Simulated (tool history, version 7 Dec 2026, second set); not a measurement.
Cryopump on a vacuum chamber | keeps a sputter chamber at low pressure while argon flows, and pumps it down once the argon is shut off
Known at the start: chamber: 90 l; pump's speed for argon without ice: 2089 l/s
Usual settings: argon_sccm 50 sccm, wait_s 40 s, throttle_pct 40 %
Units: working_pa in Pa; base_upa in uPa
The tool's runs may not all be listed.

{"run": 1, "hour": 0.0, "argon_sccm": 50, "wait_s": 40, "throttle_pct": 40, "working_pa": 0.1052, "base_upa": 1.94}
{"run": 2, "hour": 94.9, "argon_sccm": 50, "wait_s": 40, "throttle_pct": 40, "working_pa": 0.1065, "base_upa": 2.03}
{"run": 3, "hour": 207.6, "argon_sccm": 50, "wait_s": 40, "throttle_pct": 40, "working_pa": 0.1096, "base_upa": 2.09}
{"run": 4, "hour": 268.5, "argon_sccm": 50, "wait_s": 37, "throttle_pct": 40, "working_pa": 0.1111, "base_upa": 2.25}
{"hour": 330.5, "done": "pump warmed up, emptied and cooled again"}
{"run": 5, "hour": 339.2, "argon_sccm": 50, "wait_s": 40, "throttle_pct": 40, "working_pa": 0.1014, "base_upa": 2.07}
{"run": 6, "hour": 463.6, "argon_sccm": 50, "wait_s": 40, "throttle_pct": 40, "working_pa": 0.1031, "base_upa": 1.97}
{"run": 7, "hour": 562.7, "argon_sccm": 50, "wait_s": 228, "throttle_pct": 40, "working_pa": 0.1036, "base_upa": 0.74}
{"run": 8, "hour": 636.3, "argon_sccm": 50, "wait_s": 40, "throttle_pct": 46, "working_pa": 0.092, "base_upa": 2.14}
{"run": 9, "hour": 727.9, "argon_sccm": 50, "wait_s": 40, "throttle_pct": 46, "working_pa": 0.0945, "base_upa": 2.19}
{"run": 10, "hour": 837.1, "argon_sccm": 50, "wait_s": 40, "throttle_pct": 46, "working_pa": 0.0969, "base_upa": 2.19}
{"run": 11, "hour": 946.7, "argon_sccm": 50, "wait_s": 32, "throttle_pct": 46, "working_pa": 0.0985, "base_upa": 2.69}
{"hour": 959.8, "done": "pump warmed up, emptied and cooled again"}
{"run": 12, "hour": 1022.7, "argon_sccm": 50, "wait_s": 40, "throttle_pct": 40, "working_pa": 0.1024, "base_upa": 2.15}
{"run": 13, "hour": 1094.7, "argon_sccm": 64, "wait_s": 22, "throttle_pct": 18, "working_pa": 0.292, "base_upa": 3.58}
{"run": 14, "hour": 1157.6, "argon_sccm": 77, "wait_s": 205, "throttle_pct": 40, "working_pa": 0.1602, "base_upa": 0.82}
{"run": 15, "hour": 1237.6, "argon_sccm": 97, "wait_s": 205, "throttle_pct": 30, "working_pa": 0.2709, "base_upa": 0.83}
{"run": 16, "hour": 1296.9, "argon_sccm": 81, "wait_s": 205, "throttle_pct": 20, "working_pa": 0.3371, "base_upa": 0.89}
{"run": 17, "hour": 1395.1, "argon_sccm": 81, "wait_s": 109, "throttle_pct": 20, "working_pa": 0.3373, "base_upa": 1.16}
{"run": 18, "hour": 1452.1, "argon_sccm": 26, "wait_s": 109, "throttle_pct": 20, "working_pa": 0.1091, "base_upa": 1.27}
{"run": 19, "hour": 1565.2, "argon_sccm": 26, "wait_s": 109, "throttle_pct": 16, "working_pa": 0.1356, "base_upa": 1.28}

3 ways to go on from here, each from the tool as it stands after run 19. What would each give?
{"hour": 1587.8, "done": "pump warmed up, emptied and cooled again"}
{"run": "A", "hour": 1687.1, "argon_sccm": 60, "wait_s": 247, "throttle_pct": 40, "working_pa": "?", "base_upa": "?"}
{"hour": 1587.8, "done": "pump warmed up, emptied and cooled again"}
{"run": "B", "hour": 1687.1, "argon_sccm": 26, "wait_s": 113, "throttle_pct": 16, "working_pa": "?", "base_upa": "?"}
{"hour": 1587.8, "done": "pump warmed up, emptied and cooled again"}
{"run": "C", "hour": 1687.1, "argon_sccm": 22, "wait_s": 29, "throttle_pct": 53, "working_pa": "?", "base_upa": "?"}

run=A working_pa=0.1235 base_upa=0.87
run=B working_pa=0.133 base_upa=1.12
run=C working_pa=0.0342 base_upa=2.91
Without the tool's hidden state the same runs would have given:
run=A working_pa=0.121 base_upa=0.44
run=B working_pa=0.1319 base_upa=0.7
run=C working_pa=0.0333 base_upa=2.48
